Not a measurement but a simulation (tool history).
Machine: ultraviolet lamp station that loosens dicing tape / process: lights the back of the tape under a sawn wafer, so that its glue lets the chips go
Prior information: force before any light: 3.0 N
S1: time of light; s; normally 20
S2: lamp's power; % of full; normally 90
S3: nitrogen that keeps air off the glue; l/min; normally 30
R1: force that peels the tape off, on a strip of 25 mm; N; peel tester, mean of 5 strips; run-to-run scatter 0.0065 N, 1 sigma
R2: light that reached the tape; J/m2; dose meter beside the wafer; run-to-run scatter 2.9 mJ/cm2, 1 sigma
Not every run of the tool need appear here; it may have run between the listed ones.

run   hour  S1  S2  S3     R1    R2
  1      0  20  90  30  0.256  3800
  2   16.6  20  90  30  0.266  3790
  3   28.2  20  90  30   0.25  3800
  4   40.1  20  90  30  0.278  3830
  5   58.7  20  90  14   0.38  3760
  6     74  20  71  30  0.417  3000
  7   82.7  20  71  30  0.419  3020
  8  101.7  20  71  30  0.421  2900
  9  112.7  20  60  30  0.564  2500
 10  124.1  20  60  30  0.561  2480
 11  134.4  20  91  30  0.269  3790
     136.5  -- window cleaned of glue's vapour
 12  144.7  20  91  30  0.259  3770
 13  157.6  20  91  30  0.285  3730
 14  170.7  20  91  30  0.277  3670
 15  188.5  20  91  30  0.277  3670
 16  206.8  20  91  30  0.279  3680
     215.3  -- window cleaned of glue's vapour, once more
 17  218.9  20  91  30  0.271  3700
 18  232.3  20  91  59  0.208  3760
 19    248  20  90  29  0.294  3670
 20    260  20  90  29  0.289  3650
 21  274.2  11  90  29   0.76  2000
 22  283.8  11  90  29   0.78  2010
 23  291.9  11  90  29  0.769  2020
 24  301.8  17  64  16   0.84  2190
 25  319.6  18  93  30  0.327  3370
 26  331.2  18  75  18  0.586  2670
 27    341  20  64  30  0.556  2560
 28  352.7  36  98  34  0.079  7000
 29  371.6  14  90  32  0.556  2490
 30  387.1  14  80  17  0.801  2230
 31  398.3  32  96  10  0.166  6110
 32  409.3  13  90  50  0.554  2290
 33  427.7  13  87  50  0.602  2220
 34  440.4  13  65  50  0.883  1660
 35  458.5  12  65  31  1.064  1530
 36  473.2  12  66  26  1.107  1550
 37  489.2  11  96  26  0.789  2060
 38  497.3  20  78  24  0.454  3000
 39  505.5  25  78  42  0.228  3780
 40  518.8  13  61  13  1.289  1540
 41  537.4  16  67  11  1.024  2080
 42  551.1  16  67  11  1.024  2070

Branching from run 42: 3 alternative next runs. What would each branch give?
  A  565.5  26  72  55   ?   ?
  B  565.5  26  71  34   ?   ?
  C  565.5  20  86  29   ?   ?

run     R1    R2
  A  0.243  3550
  B  0.276  3470
  C  0.356  3250
The same runs, with their run-to-run variation unchanged, on a tool lacking any hidden condition would have given:
run     R1    R2
  A  0.156  4390
  B  0.174  4290
  C  0.231  4020
